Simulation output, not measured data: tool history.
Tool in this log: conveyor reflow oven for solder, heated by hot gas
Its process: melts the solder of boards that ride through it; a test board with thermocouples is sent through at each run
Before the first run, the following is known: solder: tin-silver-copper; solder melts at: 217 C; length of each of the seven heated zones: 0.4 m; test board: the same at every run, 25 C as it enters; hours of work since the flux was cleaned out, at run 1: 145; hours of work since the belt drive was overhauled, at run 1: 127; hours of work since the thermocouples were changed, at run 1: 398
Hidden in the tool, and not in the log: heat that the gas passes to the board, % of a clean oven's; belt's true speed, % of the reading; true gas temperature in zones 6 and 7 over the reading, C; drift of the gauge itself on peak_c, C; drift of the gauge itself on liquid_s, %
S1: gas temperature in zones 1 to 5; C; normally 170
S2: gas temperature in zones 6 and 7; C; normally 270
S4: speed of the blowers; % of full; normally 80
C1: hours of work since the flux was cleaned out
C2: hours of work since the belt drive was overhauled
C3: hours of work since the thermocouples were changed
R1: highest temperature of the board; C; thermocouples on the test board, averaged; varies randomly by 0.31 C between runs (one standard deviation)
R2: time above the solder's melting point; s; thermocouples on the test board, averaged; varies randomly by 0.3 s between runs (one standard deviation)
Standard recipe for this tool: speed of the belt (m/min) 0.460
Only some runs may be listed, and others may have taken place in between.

Run 1, day 0.000: usual settings; C1 145; C2 127; C3 398. Result: R1 252.8 C, R2 75.9 s.
Run 2, day 0.562: usual settings but S2 258 C; C1 152; C2 134; C3 404. Result: R1 241.8 C, R2 64.5 s.
Run 3, day 0.838: usual settings but S2 258 C; C1 155; C2 137; C3 407. Result: R1 242.0 C, R2 64.1 s.
Run 4, day 1.279: usual settings but S2 258 C; C1 160; C2 142; C3 412. Result: R1 242.2 C, R2 64.2 s.
Run 5, day 1.596: usual settings but S2 258 C; C1 163; C2 145; C3 416. Result: R1 242.1 C, R2 65.0 s.
Run 6, day 1.838: usual settings but S2 258 C; C1 166; C2 148; C3 419. Result: R1 241.0 C, R2 64.3 s.
Run 7, day 2.196: usual settings but S2 258 C; C1 170; C2 152; C3 423. Result: R1 241.3 C, R2 64.4 s.
Run 8, day 2.658: usual settings but S2 258 C; C1 175; C2 157; C3 428. Result: R1 241.7 C, R2 64.7 s.
Run 9, day 3.171: usual settings but S2 259 C; C1 181; C2 163; C3 434. Result: R1 242.7 C, R2 65.8 s.
Run 10, day 3.604: usual settings but S2 259 C, S4 82 % of full; C1 186; C2 168; C3 439. Result: R1 243.0 C, R2 65.7 s.
Run 11, day 4.150: usual settings but S2 259 C, S4 82 % of full; C1 192; C2 174; C3 445. Result: R1 242.3 C, R2 65.8 s.
Run 12, day 4.438: usual settings but S2 279 C; C1 195; C2 177; C3 448. Result: R1 259.3 C, R2 82.8 s.
Run 13, day 4.754: usual settings but S2 279 C; C1 199; C2 181; C3 451. Result: R1 259.6 C, R2 82.4 s.
Run 14, day 5.175: usual settings but S2 279 C; C1 204; C2 186; C3 456. Result: R1 260.1 C, R2 82.5 s.
Run 15, day 5.408: usual settings but speed of the belt (m/min) 0.485; C1 206; C2 188; C3 459. Result: R1 249.9 C, R2 69.4 s.
Run 16, day 5.850: usual settings but speed of the belt (m/min) 0.485; C1 211; C2 193; C3 464. Result: R1 250.1 C, R2 69.4 s.
Run 17, day 6.233: usual settings but speed of the belt (m/min) 0.485, S4 60 % of full; C1 215; C2 197; C3 468. Result: R1 244.7 C, R2 62.0 s.
Run 18, day 6.683: usual settings but speed of the belt (m/min) 0.485, S4 60 % of full; C1 220; C2 202; C3 473. Result: R1 244.7 C, R2 62.1 s.
Run 19, day 7.254: usual settings but speed of the belt (m/min) 0.485, S4 60 % of full; C1 227; C2 209; C3 479. Result: R1 245.0 C, R2 62.3 s.
Run 20, day 7.638: usual settings but S1 182 C, S2 281 C, speed of the belt (m/min) 0.525, S4 78 % of full; C1 231; C2 213; C3 484. Result: R1 258.2 C, R2 75.7 s.
Run 21, day 8.025: usual settings but S1 182 C, S2 281 C, speed of the belt (m/min) 0.525, S4 78 % of full; C1 235; C2 218; C3 488. Result: R1 258.3 C, R2 75.0 s.
Run 22, day 8.567: usual settings but S1 182 C, S2 280 C, speed of the belt (m/min) 0.525, S4 78 % of full; C1 242; C2 224; C3 494. Result: R1 257.6 C, R2 74.7 s.
Run 23, day 9.092: usual settings but S1 182 C, S2 280 C, speed of the belt (m/min) 0.525, S4 78 % of full; C1 247; C2 230; C3 500. Result: R1 257.4 C, R2 74.1 s.
Run 24, day 9.533: usual settings but S1 182 C, S2 280 C, speed of the belt (m/min) 0.525, S4 78 % of full; C1 252; C2 234; C3 505. Result: R1 256.8 C, R2 74.9 s.
Run 25, day 10.079: usual settings but S1 158 C, S2 276 C, speed of the belt (m/min) 0.385; C1 259; C2 241; C3 511. Result: R1 260.8 C, R2 95.7 s.
Run 26, day 10.371: usual settings but S1 158 C, S2 276 C, speed of the belt (m/min) 0.385; C1 262; C2 244; C3 514. Result: R1 260.6 C, R2 96.6 s.
Run 27, day 10.888: usual settings but speed of the belt (m/min) 0.481, S4 85 % of full; C1 268; C2 250; C3 520. Result: R1 250.7 C, R2 70.3 s.
Run 28, day 11.283: usual settings but S1 157 C, S2 274 C, speed of the belt (m/min) 0.478, S4 58 % of full; C1 272; C2 254; C3 525. Result: R1 245.5 C, R2 57.5 s.
Run 29, day 11.608: usual settings but S1 157 C, S2 274 C, speed of the belt (m/min) 0.478, S4 50 % of full; C1 276; C2 258; C3 528. Result: R1 241.5 C, R2 53.0 s.
Run 30, day 11.967: usual settings but S1 184 C, S2 265 C, S4 65 % of full; C1 280; C2 262; C3 532. Result: R1 246.5 C, R2 76.7 s.

Predict each of these 3 candidate next runs independently; none follows another, all start after run 30:
Run A, day 12.542: usual settings but S1 184 C, S2 265 C, S4 89 % of full; C1 286; C2 268; C3 539. Result: R1 ?, R2 ?.
Run B, day 12.542: usual settings but S1 177 C, S2 265 C, speed of the belt (m/min) 0.391, S4 65 % of full; C1 286; C2 268; C3 539. Result: R1 ?, R2 ?.
Run C, day 12.542: usual settings but S1 171 C, S2 265 C, S4 65 % of full; C1 286; C2 268; C3 539. Result: R1 ?, R2 ?.

run     R1    R2
  A  250.8  82.4
  B  250.5  92.5
  C  244.0  66.5
The same runs, with their run-to-run variation unchanged, on a tool lacking any hidden condition would have given:
run     R1    R2
  A  253.2  84.5
  B  252.7  94.8
  C  246.5  69.6
